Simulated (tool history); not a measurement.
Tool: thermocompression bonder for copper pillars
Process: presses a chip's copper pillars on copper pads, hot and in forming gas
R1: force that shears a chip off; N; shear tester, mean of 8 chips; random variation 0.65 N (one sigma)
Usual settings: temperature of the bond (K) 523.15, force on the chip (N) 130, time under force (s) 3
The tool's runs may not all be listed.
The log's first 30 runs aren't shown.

Run 31, day 33.025: usual settings but temperature of the bond (K) 506.15, force on the chip (N) 103. Result: R1 24.4 N.
Run 32, day 34.575: usual settings but force on the chip (N) 136. Result: R1 39.8 N.
Run 33, day 35.317: usual settings but force on the chip (N) 136. Result: R1 39.8 N.
Run 34, day 36.454: usual settings but force on the chip (N) 189. Result: R1 50.6 N.
Run 35, day 37.55: usual settings but force on the chip (N) 189. Result: R1 50 N.
Run 36, day 39.175: usual settings but temperature of the bond (K) 511.15, time under force (s) 6. Result: R1 39.4 N.
Run 37, day 40.629: usual settings but temperature of the bond (K) 544.15, time under force (s) 5. Result: R1 57.1 N.
Run 38, day 42.229: usual settings but temperature of the bond (K) 527.15, time under force (s) 6. Result: R1 49.4 N.
Run 39, day 43.517: usual settings but temperature of the bond (K) 527.15, time under force (s) 6. Result: R1 48.8 N.

4 ways to go on from here, each from the tool as it stands after run 39. What would each give?
Run A, day 44.738: usual settings but temperature of the bond (K) 527.15, force on the chip (N) 120, time under force (s) 6. Result: R1 ?.
Run B, day 44.738: usual settings but time under force (s) 2. Result: R1 ?.
Run C, day 44.738: usual settings but temperature of the bond (K) 520.15, force on the chip (N) 110. Result: R1 ?.
Run D, day 44.738: usual settings but temperature of the bond (K) 527.15, force on the chip (N) 95, time under force (s) 6. Result: R1 ?.

run    R1
  A  44.6
  B  30.2
  C  30.2
  D  39.6
Without the tool's hidden state the same runs would have given:
run    R1
  A    51
  B  35.2
  C  35.1
  D  45.5
